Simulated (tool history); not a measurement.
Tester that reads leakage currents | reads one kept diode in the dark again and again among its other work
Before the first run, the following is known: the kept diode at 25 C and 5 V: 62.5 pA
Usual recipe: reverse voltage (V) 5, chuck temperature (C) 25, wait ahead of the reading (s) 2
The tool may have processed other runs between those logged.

| run | hour | reverse voltage (V) | chuck temperature (C) | wait ahead of the reading (s) | current that the tester gives (pA) |
|---|---|---|---|---|---|
| 1 | 0 | 5 | 25 | 2 | 73.58 |
| 2 | 38.9 | 5 | 25 | 2 | 73.88 |
| 3 | 85.4 | 5 | 25 | 2 | 74.07 |
| 4 | 109.8 | 5 | 25 | 2 | 73.97 |
| 5 | 150.3 | 5 | 25 | 2 | 74.6 |
| 6 | 185.8 | 5 | 25 | 2 | 74.43 |
| 7 | 223.8 | 5 | 40 | 0.53 | 286.58 |

Expected results for the next run?
| 8 | 250.1 | 5.48 | 51 | 3.04 | ? |

{"run 8": {"current that the tester gives (pA)": 733.32}}
With no hidden state in the tool, this same run would have given current that the tester gives (pA) 649.93.

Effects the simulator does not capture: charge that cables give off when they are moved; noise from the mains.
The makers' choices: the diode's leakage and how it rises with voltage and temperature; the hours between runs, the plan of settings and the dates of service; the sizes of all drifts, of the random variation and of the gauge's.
